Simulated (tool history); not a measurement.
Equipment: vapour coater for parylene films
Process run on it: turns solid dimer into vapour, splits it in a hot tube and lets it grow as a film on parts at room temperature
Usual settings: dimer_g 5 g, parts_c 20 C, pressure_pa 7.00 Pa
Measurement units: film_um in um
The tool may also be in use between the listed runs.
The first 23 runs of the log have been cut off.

| run | day | dimer_g | parts_c | pressure_pa | hours of work since the trap's valve was overhauled | hours of work since the table's thermometer was calibrated | film_um |
|---|---|---|---|---|---|---|---|
| 24 | 10.954 | 5 | 20 | 7.00 | 116 | 332 | 2.60 |
| 25 | 11.621 | 2 | 14 | 5.06 | 124 | 340 | 1.38 |
| 26 | 12.150 | 2 | 17 | 5.06 | 131 | 347 | 1.21 |
| 27 | 12.688 | 7 | 18 | 10.17 | 138 | 354 | 3.86 |
| 28 | 13.133 | 7 | 22 | 4.54 | 144 | 360 | 3.40 |
| 29 | 13.492 | 5 | 16 | 7.00 | 148 | 364 | 3.07 |
| 30 | 14.071 | 3 | 13 | 8.49 | 156 | 372 | 2.07 |
| 31 | 14.683 | 5 | 29 | 7.00 | 164 | 380 | 1.75 |
| 32 | 15.204 | 4 | 32 | 3.76 | 170 | 386 | 1.28 |

For run 33, what comes out?
| 33 | 15.883 | 4 | 17 | 9.19 | 179 | 395 | ? |

{"run 33": {"film_um": 2.31}}
With no hidden state in the tool, this same run would have given film_um 2.37 um.
